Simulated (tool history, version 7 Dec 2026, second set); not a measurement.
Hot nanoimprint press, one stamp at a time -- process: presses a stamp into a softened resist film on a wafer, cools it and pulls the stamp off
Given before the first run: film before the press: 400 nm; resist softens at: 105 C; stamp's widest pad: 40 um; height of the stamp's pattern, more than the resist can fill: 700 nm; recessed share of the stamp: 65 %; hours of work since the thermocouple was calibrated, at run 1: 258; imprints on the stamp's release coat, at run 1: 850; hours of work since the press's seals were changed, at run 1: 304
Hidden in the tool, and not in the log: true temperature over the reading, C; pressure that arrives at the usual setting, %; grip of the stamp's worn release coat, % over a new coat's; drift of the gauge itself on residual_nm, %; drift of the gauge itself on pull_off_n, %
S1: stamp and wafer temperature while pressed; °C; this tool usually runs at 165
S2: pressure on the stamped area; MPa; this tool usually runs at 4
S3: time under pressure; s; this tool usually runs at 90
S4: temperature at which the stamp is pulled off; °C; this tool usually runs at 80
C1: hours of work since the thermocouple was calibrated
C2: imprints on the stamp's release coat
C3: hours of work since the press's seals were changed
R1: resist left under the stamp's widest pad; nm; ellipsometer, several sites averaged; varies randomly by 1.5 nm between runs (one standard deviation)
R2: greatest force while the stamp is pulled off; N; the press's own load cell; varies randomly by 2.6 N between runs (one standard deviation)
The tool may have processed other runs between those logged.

Run 1, hour 0: usual settings; C1 258; C2 850; C3 304. Result: R1 231.1 nm, R2 117 N.
Run 2, hour 36.6: usual settings; C1 285; C2 954; C3 331. Result: R1 233.4 nm, R2 117 N.
At hour 55.6: plate thermocouple calibrated.
Run 3, hour 73.7: usual settings but S2 5.63 MPa; C1 13; C2 1050; C3 356. Result: R1 198.5 nm, R2 122 N.
Run 4, hour 92.6: usual settings but S2 5.63 MPa; C1 27; C2 1104; C3 370. Result: R1 197.6 nm, R2 120 N.
Run 5, hour 134.8: usual settings but S1 164 °C; C1 59; C2 1224; C3 402. Result: R1 244.3 nm, R2 122 N.
Run 6, hour 177.9: usual settings but S1 164 °C; C1 91; C2 1346; C3 434. Result: R1 240.6 nm, R2 118 N.
Run 7, hour 209.5: usual settings but S1 164 °C; C1 114; C2 1436; C3 457. Result: R1 242.6 nm, R2 120 N.
Run 8, hour 243.3: usual settings but S1 164 °C; C1 139; C2 1532; C3 482. Result: R1 240.9 nm, R2 121 N.
Run 9, hour 282.5: usual settings but S2 3.06 MPa; C1 168; C2 1643; C3 511. Result: R1 258.2 nm, R2 120 N.
Run 10, hour 311.3: usual settings; C1 189; C2 1725; C3 532. Result: R1 233.8 nm, R2 118 N.
Run 11, hour 342.3: usual settings; C1 213; C2 1813; C3 555. Result: R1 234.6 nm, R2 118 N.
Run 12, hour 381.2: usual settings but S2 5.66 MPa; C1 241; C2 1923; C3 584. Result: R1 200.1 nm, R2 123 N.
At hour 392.1: press's hydraulic seals changed and the load cell set to zero.
Run 13, hour 423.1: usual settings but S2 5.66 MPa; C1 266; C2 2019; C3 23. Result: R1 197.8 nm, R2 119 N.
Run 14, hour 455.9: usual settings but S2 5.66 MPa; C1 291; C2 2112; C3 47. Result: R1 198.2 nm, R2 121 N.
At hour 466.1: plate thermocouple calibrated.
Run 15, hour 487.4: usual settings but S2 5.66 MPa; C1 16; C2 2193; C3 68. Result: R1 199.7 nm, R2 125 N.
Run 16, hour 519.9: usual settings but S1 167 °C, S2 5.68 MPa, S3 50 s, S4 76 °C; C1 40; C2 2285; C3 93. Result: R1 220.5 nm, R2 131 N.
At hour 546.7: stamp cleaned and given a new release coat.
Run 17, hour 567.8: usual settings but S1 167 °C, S2 5.68 MPa, S3 50 s, S4 76 °C; C1 71; C2 61; C3 124. Result: R1 221.8 nm, R2 133 N.
Run 18, hour 585.7: usual settings but S1 167 °C, S2 5.68 MPa, S3 50 s, S4 76 °C; C1 84; C2 111; C3 137. Result: R1 220 nm, R2 130 N.
Run 19, hour 619.6: usual settings but S1 167 °C, S2 6.24 MPa, S3 50 s, S4 67 °C; C1 109; C2 207; C3 162. Result: R1 211.2 nm, R2 155 N.
Run 20, hour 657.7: usual settings but S1 167 °C, S2 6.24 MPa, S3 50 s, S4 67 °C; C1 138; C2 316; C3 190. Result: R1 211.8 nm, R2 156 N.
Run 21, hour 691.9: usual settings but S1 160 °C, S2 3.27 MPa; C1 163; C2 413; C3 216. Result: R1 299.5 nm, R2 116 N.
Run 22, hour 716.1: usual settings but S1 161 °C, S2 2.85 MPa, S3 179 s, S4 67 °C; C1 181; C2 481; C3 234. Result: R1 257.2 nm, R2 150 N.
Run 23, hour 745.7: usual settings but S1 171 °C, S2 2.85 MPa, S3 179 s, S4 82 °C; C1 203; C2 565; C3 255. Result: R1 168.7 nm, R2 117 N.
Run 24, hour 768: usual settings but S1 172 °C, S2 4.66 MPa, S3 76 s, S4 83 °C; C1 219; C2 629; C3 272. Result: R1 169 nm, R2 116 N.
Run 25, hour 810.6: usual settings but S2 3.72 MPa, S4 84 °C; C1 251; C2 749; C3 304. Result: R1 242.7 nm, R2 107 N.
Run 26, hour 833.5: usual settings but S1 170 °C, S2 2.91 MPa; C1 268; C2 814; C3 321. Result: R1 221.3 nm, R2 116 N.
Run 27, hour 867.6: usual settings but S1 169 °C, S2 4.23 MPa; C1 293; C2 911; C3 346. Result: R1 190.5 nm, R2 121 N.
At hour 875.5: plate thermocouple calibrated.
Run 28, hour 905.8: usual settings but S1 176 °C, S2 4.23 MPa, S3 124 s, S4 73 °C; C1 22; C2 1011; C3 372. Result: R1 123.6 nm, R2 142 N.
Run 29, hour 940.9: usual settings but S2 2.43 MPa, S3 52 s, S4 72 °C; C1 48; C2 1111; C3 398. Result: R1 317.7 nm, R2 144 N.

3 options for the next run, each taken on its own from the tool as it stands now. Forecast them:
Run A, hour 980.9: usual settings but S1 168 °C, S2 5.19 MPa; C1 78; C2 1224; C3 428. Result: R1 ?, R2 ?.
Run B, hour 980.9: usual settings but S2 4.39 MPa, S3 52 s, S4 82 °C; C1 78; C2 1224; C3 428. Result: R1 ?, R2 ?.
Run C, hour 980.9: usual settings but S2 3.91 MPa, S3 52 s, S4 72 °C; C1 78; C2 1224; C3 428. Result: R1 ?, R2 ?.

run     R1   R2
  A  180.7  118
  B    260  114
  C  273.7  140
With the hidden condition removed and each run's random variation left untouched, the same runs would have given:
run     R1   R2
  A  180.6  117
  B  259.9  114
  C  273.6  140

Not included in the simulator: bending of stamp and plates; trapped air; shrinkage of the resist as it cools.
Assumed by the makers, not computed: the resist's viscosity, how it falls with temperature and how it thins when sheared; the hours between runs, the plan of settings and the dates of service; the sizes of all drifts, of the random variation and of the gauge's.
